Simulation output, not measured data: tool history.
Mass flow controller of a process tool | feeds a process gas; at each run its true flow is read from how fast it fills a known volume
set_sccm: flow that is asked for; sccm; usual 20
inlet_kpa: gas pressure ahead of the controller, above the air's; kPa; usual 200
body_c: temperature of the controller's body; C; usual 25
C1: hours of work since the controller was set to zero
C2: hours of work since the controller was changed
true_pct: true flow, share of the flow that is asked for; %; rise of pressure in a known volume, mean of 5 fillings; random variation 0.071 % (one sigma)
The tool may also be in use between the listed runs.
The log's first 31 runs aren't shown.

{"run": 32, "hour": 10516.0, "set_sccm": 20, "inlet_kpa": 220, "body_c": 39, "C1": 400, "C2": 11435, "true_pct": 98.7}
{"run": 33, "hour": 10736.0, "set_sccm": 9, "inlet_kpa": 158, "body_c": 31, "C1": 565, "C2": 11600, "true_pct": 98.63}
{"run": 34, "hour": 10957.1, "set_sccm": 20, "inlet_kpa": 175, "body_c": 30, "C1": 731, "C2": 11765, "true_pct": 98.88}
{"run": 35, "hour": 11317.0, "set_sccm": 20, "inlet_kpa": 175, "body_c": 30, "C1": 1000, "C2": 12035, "true_pct": 98.78}
{"run": 36, "hour": 11552.5, "set_sccm": 20, "inlet_kpa": 175, "body_c": 30, "C1": 1176, "C2": 12211, "true_pct": 98.73}
{"run": 37, "hour": 12025.3, "set_sccm": 29, "inlet_kpa": 177, "body_c": 25, "C1": 1530, "C2": 12565, "true_pct": 99.01}
{"run": 38, "hour": 12412.8, "set_sccm": 20, "inlet_kpa": 266, "body_c": 39, "C1": 1820, "C2": 12855, "true_pct": 98.62}
{"run": 39, "hour": 12690.7, "set_sccm": 20, "inlet_kpa": 194, "body_c": 22, "C1": 2028, "C2": 13063, "true_pct": 98.93}
{"run": 40, "hour": 12907.2, "set_sccm": 20, "inlet_kpa": 194, "body_c": 22, "C1": 2191, "C2": 13225, "true_pct": 98.89}
{"run": 41, "hour": 13301.3, "set_sccm": 10, "inlet_kpa": 211, "body_c": 25, "C1": 2486, "C2": 13521, "true_pct": 98.72}
{"run": 42, "hour": 13542.2, "set_sccm": 49, "inlet_kpa": 207, "body_c": 25, "C1": 2666, "C2": 13701, "true_pct": 99.02}
{"run": 43, "hour": 13905.2, "set_sccm": 49, "inlet_kpa": 207, "body_c": 25, "C1": 2938, "C2": 13973, "true_pct": 98.87}
{"run": 44, "hour": 14202.2, "set_sccm": 29, "inlet_kpa": 214, "body_c": 39, "C1": 3160, "C2": 14195, "true_pct": 97.86}
{"run": 45, "hour": 14496.7, "set_sccm": 30, "inlet_kpa": 231, "body_c": 35, "C1": 3381, "C2": 14416, "true_pct": 98.22}
{"run": 46, "hour": 14699.2, "set_sccm": 30, "inlet_kpa": 231, "body_c": 35, "C1": 3532, "C2": 14567, "true_pct": 98.18}
{"run": 47, "hour": 15084.6, "set_sccm": 28, "inlet_kpa": 141, "body_c": 22, "C1": 3821, "C2": 14856, "true_pct": 98.22}
{"run": 48, "hour": 15426.1, "set_sccm": 20, "inlet_kpa": 170, "body_c": 25, "C1": 4076, "C2": 15111, "true_pct": 98.03}

Forecast each of these 3 alternatives for the next run:
{"run": "A", "hour": 15828.7, "set_sccm": 20, "inlet_kpa": 237, "body_c": 35, "C1": 4378, "C2": 15413, "true_pct": "?"}
{"run": "B", "hour": 15828.7, "set_sccm": 26, "inlet_kpa": 205, "body_c": 25, "C1": 4378, "C2": 15413, "true_pct": "?"}
{"run": "C", "hour": 15828.7, "set_sccm": 20, "inlet_kpa": 200, "body_c": 33, "C1": 4378, "C2": 15413, "true_pct": "?"}

run=A true_pct=97.76
run=B true_pct=98.22
run=C true_pct=97.68
Without the tool's hidden state the same runs would have given:
run=A true_pct=99.36
run=B true_pct=99.83
run=C true_pct=99.28
